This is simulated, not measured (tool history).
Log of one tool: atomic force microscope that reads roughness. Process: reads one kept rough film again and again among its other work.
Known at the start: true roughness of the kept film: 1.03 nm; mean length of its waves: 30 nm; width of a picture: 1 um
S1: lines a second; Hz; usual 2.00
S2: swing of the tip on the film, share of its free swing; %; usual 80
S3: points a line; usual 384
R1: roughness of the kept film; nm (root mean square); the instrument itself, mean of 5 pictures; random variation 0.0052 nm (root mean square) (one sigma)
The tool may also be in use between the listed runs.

Run 1, hour 0.0: usual settings. Result: R1 0.808 nm (root mean square).
Run 2, hour 13.0: usual settings but S2 78 %. Result: R1 0.825 nm (root mean square).
Run 3, hour 21.4: usual settings but S2 78 %. Result: R1 0.813 nm (root mean square).
Run 4, hour 32.1: usual settings but S2 78 %. Result: R1 0.804 nm (root mean square).
Run 5, hour 41.8: usual settings but S2 78 %. Result: R1 0.803 nm (root mean square).
Run 6, hour 51.3: usual settings but S2 78 %. Result: R1 0.801 nm (root mean square).
Run 7, hour 63.8: usual settings. Result: R1 0.779 nm (root mean square).
Run 8, hour 70.6: usual settings but S1 3.92 Hz. Result: R1 0.669 nm (root mean square).
At hour 73.8: new tip fitted.
Run 9, hour 78.4: usual settings but S1 3.92 Hz. Result: R1 0.708 nm (root mean square).
Run 10, hour 86.7: usual settings but S1 3.92 Hz. Result: R1 0.708 nm (root mean square).
Run 11, hour 99.3: usual settings. Result: R1 0.811 nm (root mean square).
Run 12, hour 107.2: usual settings. Result: R1 0.810 nm (root mean square).
Run 13, hour 117.3: usual settings. Result: R1 0.813 nm (root mean square).
Run 14, hour 130.3: usual settings. Result: R1 0.802 nm (root mean square).
Run 15, hour 142.5: usual settings. Result: R1 0.795 nm (root mean square).
Run 16, hour 157.5: usual settings. Result: R1 0.791 nm (root mean square).
Run 17, hour 166.8: usual settings but S3 492. Result: R1 0.789 nm (root mean square).
Run 18, hour 175.2: usual settings. Result: R1 0.784 nm (root mean square).
Run 19, hour 182.2: usual settings but S2 70 %. Result: R1 0.845 nm (root mean square).
Run 20, hour 191.1: usual settings but S2 70 %. Result: R1 0.844 nm (root mean square).
At hour 193.0: new tip fitted.
Run 21, hour 201.2: usual settings but S2 70 %. Result: R1 0.883 nm (root mean square).
Run 22, hour 210.6: usual settings but S1 2.51 Hz. Result: R1 0.777 nm (root mean square).
Run 23, hour 218.6: usual settings. Result: R1 0.813 nm (root mean square).
Run 24, hour 233.6: usual settings. Result: R1 0.796 nm (root mean square).
Run 25, hour 248.1: usual settings but S1 0.61 Hz. Result: R1 0.918 nm (root mean square).
Run 26, hour 257.3: usual settings but S1 0.61 Hz. Result: R1 0.912 nm (root mean square).
Run 27, hour 273.4: usual settings but S1 0.61 Hz. Result: R1 0.909 nm (root mean square).
Run 28, hour 288.9: usual settings but S1 0.61 Hz. Result: R1 0.880 nm (root mean square).
Run 29, hour 295.8: usual settings but S1 0.61 Hz. Result: R1 0.888 nm (root mean square).
Run 30, hour 303.1: usual settings but S1 0.61 Hz. Result: R1 0.888 nm (root mean square).
At hour 311.2: new tip fitted.
Run 31, hour 313.6: usual settings but S1 0.61 Hz, S2 90 %. Result: R1 0.902 nm (root mean square).
Run 32, hour 328.3: usual settings but S2 89 %, S3 731. Result: R1 0.762 nm (root mean square).
Run 33, hour 343.1: usual settings but S2 89 %, S3 731. Result: R1 0.741 nm (root mean square).
Run 34, hour 349.8: usual settings but S2 56 %, S3 314. Result: R1 0.928 nm (root mean square).

Forecast run 35:
Run 35, hour 361.5: usual settings but S1 1.05 Hz, S2 75 %, S3 345. Result: R1 ?.

R1: 0.901 nm (root mean square)
Without the tool's hidden state the same run would have given R1 0.928 nm (root mean square).
